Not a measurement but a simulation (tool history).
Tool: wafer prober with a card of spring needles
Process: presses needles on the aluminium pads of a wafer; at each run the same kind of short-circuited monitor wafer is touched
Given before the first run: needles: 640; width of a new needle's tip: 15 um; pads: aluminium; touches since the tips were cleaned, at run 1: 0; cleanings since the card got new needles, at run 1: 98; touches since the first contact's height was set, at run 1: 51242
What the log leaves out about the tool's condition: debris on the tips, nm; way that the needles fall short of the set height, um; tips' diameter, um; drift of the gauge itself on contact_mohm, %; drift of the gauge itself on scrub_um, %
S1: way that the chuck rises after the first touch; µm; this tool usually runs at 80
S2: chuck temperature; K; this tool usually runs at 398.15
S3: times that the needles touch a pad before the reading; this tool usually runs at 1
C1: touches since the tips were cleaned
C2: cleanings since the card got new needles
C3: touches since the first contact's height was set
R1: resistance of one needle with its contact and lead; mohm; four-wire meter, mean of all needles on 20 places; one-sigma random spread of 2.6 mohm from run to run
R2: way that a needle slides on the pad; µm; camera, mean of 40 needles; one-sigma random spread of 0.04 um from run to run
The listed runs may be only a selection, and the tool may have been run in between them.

run 1 hour=0.0 | S1=80 S2=398.15 S3=1 | C1=0 C2=98 C3=51242 | R1=298 R2=21.80
-- hour=15.2 tips cleaned on abrasive film
-- hour=30.6 tips cleaned on abrasive film
run 2 hour=34.8 | S1=80 S2=398.15 S3=1 | C1=2703 C2=100 C3=73318 | R1=300 R2=21.82
-- hour=46.2 tips cleaned on abrasive film
run 3 hour=52.3 | S1=80 S2=398.15 S3=1 | C1=3861 C2=101 C3=84393 | R1=298 R2=21.81
-- hour=61.1 tips cleaned on abrasive film
-- hour=76.0 tips cleaned on abrasive film
run 4 hour=81.4 | S1=80 S2=398.15 S3=1 | C1=3433 C2=103 C3=102845 | R1=299 R2=21.78
-- hour=90.6 tips cleaned on abrasive film
-- hour=105.9 tips cleaned on abrasive film
-- hour=121.5 tips cleaned on abrasive film
run 5 hour=122.6 | S1=80 S2=398.15 S3=3 | C1=653 C2=106 C3=128930 | R1=295 R2=21.86
-- hour=137.6 tips cleaned on abrasive film
run 6 hour=141.9 | S1=80 S2=398.15 S3=3 | C1=2763 C2=107 C3=141196 | R1=294 R2=21.78
-- hour=153.9 tips cleaned on abrasive film
run 7 hour=167.5 | S1=96 S2=398.15 S3=3 | C1=8685 C2=108 C3=157480 | R1=297 R2=26.26
-- hour=169.4 tips cleaned on abrasive film
-- hour=181.9 height of the first contact set anew
-- hour=184.9 tips cleaned on abrasive film
run 8 hour=191.3 | S1=96 S2=398.15 S3=3 | C1=4064 C2=110 C3=5892 | R1=296 R2=26.30
-- hour=199.2 tips cleaned on abrasive film
-- hour=215.3 tips cleaned on abrasive film
-- hour=231.4 tips cleaned on abrasive film
run 9 hour=232.8 | S1=80 S2=398.15 S3=1 | C1=890 C2=113 C3=32178 | R1=297 R2=21.89
-- hour=247.1 tips cleaned on abrasive film
-- hour=262.5 tips cleaned on abrasive film
run 10 hour=267.0 | S1=80 S2=398.15 S3=1 | C1=2829 C2=115 C3=53851 | R1=302 R2=21.88
-- hour=279.6 tips cleaned on abrasive film
-- hour=293.9 tips cleaned on abrasive film
run 11 hour=295.3 | S1=80 S2=398.15 S3=1 | C1=898 C2=117 C3=71837 | R1=296 R2=21.89
-- hour=308.8 tips cleaned on abrasive film
run 12 hour=314.2 | S1=82 S2=398.15 S3=1 | C1=3398 C2=118 C3=83780 | R1=300 R2=22.51
-- hour=324.2 tips cleaned on abrasive film
run 13 hour=332.0 | S1=82 S2=398.15 S3=1 | C1=5020 C2=119 C3=95118 | R1=296 R2=22.50
-- hour=338.3 tips cleaned on abrasive film
-- hour=353.0 tips cleaned on abrasive film
-- hour=368.2 tips cleaned on abrasive film
run 14 hour=370.3 | S1=90 S2=300.15 S3=1 | C1=1359 C2=122 C3=119327 | R1=271 R2=24.70
-- hour=383.0 tips cleaned on abrasive film
-- hour=397.6 tips cleaned on abrasive film
run 15 hour=397.6 | S1=68 S2=324.15 S3=2 | C1=0 C2=124 C3=136642 | R1=279 R2=18.69
-- hour=411.7 tips cleaned on abrasive film
-- hour=427.3 tips cleaned on abrasive film
run 16 hour=427.3 | S1=93 S2=324.15 S3=2 | C1=0 C2=126 C3=155444 | R1=277 R2=25.58
-- hour=443.1 tips cleaned on abrasive film
-- hour=446.3 height of the first contact set anew
run 17 hour=455.7 | S1=66 S2=396.15 S3=3 | C1=7869 C2=127 C3=6012 | R1=302 R2=18.10
-- hour=459.2 tips cleaned on abrasive film
-- hour=475.2 tips cleaned on abrasive film
-- hour=490.3 tips cleaned on abrasive film
run 18 hour=491.8 | S1=66 S2=396.15 S3=3 | C1=937 C2=130 C3=28828 | R1=304 R2=18.13
-- hour=506.0 tips cleaned on abrasive film
-- hour=520.7 tips cleaned on abrasive film
run 19 hour=532.3 | S1=65 S2=373.15 S3=1 | C1=7412 C2=132 C3=54587 | R1=293 R2=17.87
-- hour=535.4 tips cleaned on abrasive film
-- hour=551.2 tips cleaned on abrasive film
run 20 hour=563.1 | S1=68 S2=336.15 S3=1 | C1=7609 C2=134 C3=74063 | R1=282 R2=18.71
-- hour=565.8 tips cleaned on abrasive film
-- hour=580.8 tips cleaned on abrasive film
-- hour=596.1 tips cleaned on abrasive film
run 21 hour=599.7 | S1=68 S2=336.15 S3=1 | C1=2304 C2=137 C3=97258 | R1=283 R2=18.70

5 ways to go on from here, each from the tool as it stands after run 21. What would each give?
-- hour=611.7 gauge calibrated
-- hour=611.8 tips cleaned on abrasive film
-- hour=625.9 tips cleaned on abrasive film
run A hour=636.3 | S1=68 S2=381.15 S3=1 | C1=6677 C2=139 C3=120491 | R1=? R2=?
-- hour=611.7 gauge calibrated
-- hour=611.8 tips cleaned on abrasive film
-- hour=625.9 tips cleaned on abrasive film
run B hour=636.3 | S1=91 S2=339.15 S3=2 | C1=6677 C2=139 C3=120491 | R1=? R2=?
-- hour=611.7 gauge calibrated
-- hour=611.8 tips cleaned on abrasive film
-- hour=625.9 tips cleaned on abrasive film
run C hour=636.3 | S1=82 S2=298.15 S3=1 | C1=6677 C2=139 C3=120491 | R1=? R2=?
-- hour=611.7 gauge calibrated
-- hour=611.8 tips cleaned on abrasive film
-- hour=625.9 tips cleaned on abrasive film
run D hour=636.3 | S1=64 S2=398.15 S3=1 | C1=6677 C2=139 C3=120491 | R1=? R2=?
-- hour=611.7 gauge calibrated
-- hour=611.8 tips cleaned on abrasive film
-- hour=625.9 tips cleaned on abrasive film
run E hour=636.3 | S1=100 S2=336.15 S3=3 | C1=6677 C2=139 C3=120491 | R1=? R2=?

run=A R1=296 R2=18.49
run=B R1=281 R2=24.61
run=C R1=274 R2=22.32
run=D R1=305 R2=17.39
run=E R1=280 R2=27.30
What these runs would have given with no unlogged condition in the tool:
run=A R1=295 R2=18.48
run=B R1=281 R2=24.60
run=C R1=273 R2=22.31
run=D R1=304 R2=17.38
run=E R1=280 R2=27.29
